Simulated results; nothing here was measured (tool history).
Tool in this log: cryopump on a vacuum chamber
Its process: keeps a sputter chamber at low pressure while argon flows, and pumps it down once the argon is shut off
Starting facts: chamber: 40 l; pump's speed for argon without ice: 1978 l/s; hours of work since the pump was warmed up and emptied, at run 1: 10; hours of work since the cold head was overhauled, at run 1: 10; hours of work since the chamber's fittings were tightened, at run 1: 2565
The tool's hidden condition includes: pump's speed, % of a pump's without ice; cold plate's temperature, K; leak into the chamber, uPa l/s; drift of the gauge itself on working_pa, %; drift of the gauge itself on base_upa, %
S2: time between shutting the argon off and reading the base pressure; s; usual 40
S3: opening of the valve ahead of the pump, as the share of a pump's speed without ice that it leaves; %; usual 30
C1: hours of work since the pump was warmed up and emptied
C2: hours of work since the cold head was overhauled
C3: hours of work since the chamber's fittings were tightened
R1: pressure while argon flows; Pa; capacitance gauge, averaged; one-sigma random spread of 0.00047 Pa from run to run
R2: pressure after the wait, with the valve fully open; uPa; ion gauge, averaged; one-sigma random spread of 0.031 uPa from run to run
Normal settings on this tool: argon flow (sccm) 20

Run 1, hour 0.0: usual settings; C1 10; C2 10; C3 2565. Result: R1 0.0572 Pa, R2 2.66 uPa.
Run 2, hour 13.9: usual settings; C1 18; C2 18; C3 2572. Result: R1 0.0575 Pa, R2 2.69 uPa.
Run 3, hour 28.8: usual settings; C1 26; C2 26; C3 2581. Result: R1 0.0576 Pa, R2 2.73 uPa.
Run 4, hour 42.6: usual settings; C1 34; C2 34; C3 2588. Result: R1 0.0579 Pa, R2 2.67 uPa.
Run 5, hour 56.3: usual settings; C1 42; C2 42; C3 2596. Result: R1 0.0568 Pa, R2 2.70 uPa.
Run 6, hour 66.2: usual settings; C1 47; C2 47; C3 2602. Result: R1 0.0575 Pa, R2 2.80 uPa.
Run 7, hour 75.1: usual settings but S2 156 s; C1 52; C2 52; C3 2607. Result: R1 0.0572 Pa, R2 1.63 uPa.
Run 8, hour 86.7: usual settings but S2 156 s; C1 59; C2 59; C3 2613. Result: R1 0.0575 Pa, R2 1.64 uPa.
Run 9, hour 100.0: usual settings but S2 156 s; C1 66; C2 66; C3 2621. Result: R1 0.0566 Pa, R2 1.64 uPa.
Run 10, hour 114.6: usual settings but S2 156 s; C1 74; C2 74; C3 2629. Result: R1 0.0575 Pa, R2 1.63 uPa.
Run 11, hour 126.2: usual settings but S2 173 s; C1 81; C2 81; C3 2635. Result: R1 0.0574 Pa, R2 1.60 uPa.
Run 12, hour 143.0: usual settings but S2 173 s; C1 90; C2 90; C3 2645. Result: R1 0.0574 Pa, R2 1.65 uPa.
Run 13, hour 155.0: usual settings but S2 173 s; C1 97; C2 97; C3 2651. Result: R1 0.0576 Pa, R2 1.65 uPa.
Run 14, hour 164.1: usual settings but S2 173 s; C1 102; C2 102; C3 2657. Result: R1 0.0581 Pa, R2 1.57 uPa.
Run 15, hour 177.3: usual settings but argon flow (sccm) 28, S2 24 s; C1 109; C2 109; C3 2664. Result: R1 0.0803 Pa, R2 3.66 uPa.
Run 16, hour 194.5: usual settings but argon flow (sccm) 28, S2 127 s, S3 18 %; C1 119; C2 119; C3 2674. Result: R1 0.1344 Pa, R2 1.78 uPa.
Run 17, hour 208.5: usual settings but argon flow (sccm) 28, S2 127 s, S3 18 %; C1 127; C2 127; C3 2681. Result: R1 0.1335 Pa, R2 1.80 uPa.
Run 18, hour 226.8: usual settings but argon flow (sccm) 28, S2 127 s, S3 18 %; C1 137; C2 137; C3 2692. Result: R1 0.1326 Pa, R2 1.72 uPa.
Run 19, hour 240.9: usual settings but argon flow (sccm) 30, S2 48 s, S3 18 %; C1 145; C2 145; C3 2700. Result: R1 0.1437 Pa, R2 2.47 uPa.
Run 20, hour 258.9: usual settings but argon flow (sccm) 30, S2 48 s, S3 18 %; C1 155; C2 155; C3 2710. Result: R1 0.1423 Pa, R2 2.46 uPa.
Run 21, hour 266.7: usual settings but argon flow (sccm) 9, S2 48 s, S3 15 %; C1 160; C2 160; C3 2714. Result: R1 0.0522 Pa, R2 2.51 uPa.
Run 22, hour 276.9: usual settings but argon flow (sccm) 9, S2 48 s, S3 15 %; C1 165; C2 165; C3 2720. Result: R1 0.0512 Pa, R2 2.62 uPa.
Run 23, hour 287.5: usual settings but argon flow (sccm) 11, S2 48 s, S3 25 %; C1 171; C2 171; C3 2726. Result: R1 0.0375 Pa, R2 2.50 uPa.
Run 24, hour 305.3: usual settings but S3 55 %; C1 181; C2 181; C3 2736. Result: R1 0.0313 Pa, R2 2.74 uPa.
Run 25, hour 318.2: usual settings but S2 53 s, S3 51 %; C1 188; C2 188; C3 2743. Result: R1 0.0344 Pa, R2 2.40 uPa.

Below are 4 alternative next runs, each starting from the tool's condition after run 25. Predict each:
Run A, hour 329.3: usual settings but argon flow (sccm) 37; C1 195; C2 195; C3 2749. Result: R1 ?, R2 ?.
Run B, hour 329.3: usual settings but S2 150 s, S3 31 %; C1 195; C2 195; C3 2749. Result: R1 ?, R2 ?.
Run C, hour 329.3: usual settings but argon flow (sccm) 16; C1 195; C2 195; C3 2749. Result: R1 ?, R2 ?.
Run D, hour 329.3: usual settings but S2 53 s, S3 51 %; C1 195; C2 195; C3 2749. Result: R1 ?, R2 ?.

run      R1    R2
  A  0.1068  2.81
  B  0.0563  1.71
  C  0.0462  2.78
  D  0.0345  2.43
With the hidden condition removed and each run's random variation left untouched, the same runs would have given:
run      R1    R2
  A  0.1055  1.60
  B  0.0555  0.51
  C  0.0457  1.58
  D  0.0337  1.22
